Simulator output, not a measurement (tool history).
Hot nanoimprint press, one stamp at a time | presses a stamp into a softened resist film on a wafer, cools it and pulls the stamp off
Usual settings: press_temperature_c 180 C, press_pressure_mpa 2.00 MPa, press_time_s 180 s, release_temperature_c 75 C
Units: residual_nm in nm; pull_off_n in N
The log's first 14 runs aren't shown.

run    hour  press_temperature_c  press_pressure_mpa  press_time_s  release_temperature_c  residual_nm  pull_off_n
 15   542.5                  180                2.00           180                     75        108.6         104
 16   575.2                  180                2.00           180                     60        108.8         120
 17   599.8                  180                2.07           180                     70        106.5         109
 18   622.9                  178                2.00           158                     75        123.4         105
 19   650.1                  181                2.31           180                     64         97.4         119
 20   694.8                  175                2.00           248                     65        119.4         116
      724.5  -- stamp cleaned and given a new release coat
 21   730.1                  180                2.36           180                     61        101.5         118
      780.9  -- plate thermocouple calibrated
 22   780.9                  184                2.00           174                     63         93.8         120
 23   825.2                  184                2.00           145                     66         98.9         112
 24   876.1                  180                2.53           180                     61         96.7         120
 25   915.1                  180                2.53           180                     61         97.0         123
 26   968.8                  180                2.53           180                     61         96.9         122
 27  1006.7                  180                2.53            90                     61        121.2         121
     1040.9  -- stamp cleaned and given a new release coat
 28  1048.2                  180                1.97           180                     70        109.9         111
     1060.7  -- press's hydraulic seals changed and the load cell set to zero
 29  1092.7                  180                1.52           217                     75        115.6         102
 30  1139.8                  180                1.52           217                     75        117.0         106
 31  1163.1                  180                1.52           217                     75        116.3         104

Forecast each of these 3 alternatives for the next run:
  A  1190.6                  180                2.00           180                     61            ?           ?
  B  1190.6                  180                2.53           217                     79            ?           ?
  C  1190.6                  169                2.00           180                     61            ?           ?

run  residual_nm  pull_off_n
  A        107.8         120
  B         90.5          98
  C        157.4         119
Without the tool's hidden state the same runs would have given:
run  residual_nm  pull_off_n
  A        107.6         120
  B         90.4          97
  C        157.3         119
